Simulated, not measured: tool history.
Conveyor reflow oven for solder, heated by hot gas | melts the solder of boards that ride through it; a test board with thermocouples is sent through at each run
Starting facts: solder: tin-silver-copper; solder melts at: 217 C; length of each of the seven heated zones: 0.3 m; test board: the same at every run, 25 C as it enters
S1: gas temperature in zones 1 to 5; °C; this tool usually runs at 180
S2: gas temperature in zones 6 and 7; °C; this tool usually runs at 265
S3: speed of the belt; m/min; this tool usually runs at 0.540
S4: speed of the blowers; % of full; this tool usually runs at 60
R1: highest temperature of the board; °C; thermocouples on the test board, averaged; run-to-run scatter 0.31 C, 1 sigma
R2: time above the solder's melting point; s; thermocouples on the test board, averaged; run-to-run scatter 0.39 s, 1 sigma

run     day   S1   S2     S3  S4     R1    R2
  1   0.000  180  265  0.540  60  249.9  49.9
  2   3.429  172  265  0.540  60  248.3  46.5
  3   6.450  180  265  0.446  60  256.0  66.3
      8.562  -- flux residue cleaned out of gas plates and filters
  4   8.562  180  265  0.446  60  255.1  66.7
      9.712  -- thermocouples of zones 6 and 7 changed
  5  10.700  180  265  0.540  60  248.3  49.3
     14.504  -- flux residue cleaned out of gas plates and filters, once more
  6  14.542  180  265  0.540  60  248.7  50.4
  7  16.854  180  265  0.540  60  248.9  50.1
  8  18.488  180  265  0.540  86  253.1  53.8
  9  22.258  181  257  0.480  56  244.6  54.8
 10  23.908  181  257  0.480  56  245.2  54.4
 11  27.217  189  278  0.540  60  262.2  60.3
 12  28.762  189  278  0.540  60  262.1  60.8
 13  30.929  176  256  0.547  66  241.7  42.2
     32.779  -- flux residue cleaned out of gas plates and filters
 14  34.704  193  277  0.533  70  264.8  65.4
 15  37.108  193  277  0.533  70  265.1  65.5

4 ways to go on from here, each from the tool as it stands after run 15. What would each give?
  A  39.854  193  277  0.484  56   ?   ?
  B  39.854  193  264  0.533  79   ?   ?
  C  39.854  181  279  0.577  70   ?   ?
  D  39.854  180  272  0.540  83   ?   ?

run     R1    R2
  A  265.7  72.6
  B  254.6  61.0
  C  261.6  54.6
  D  260.0  57.6
Take away the tool's hidden state, keep each run's random variation, and the runs would have read:
run     R1    R2
  A  263.9  70.1
  B  252.9  58.7
  C  259.9  52.5
  D  258.3  55.5
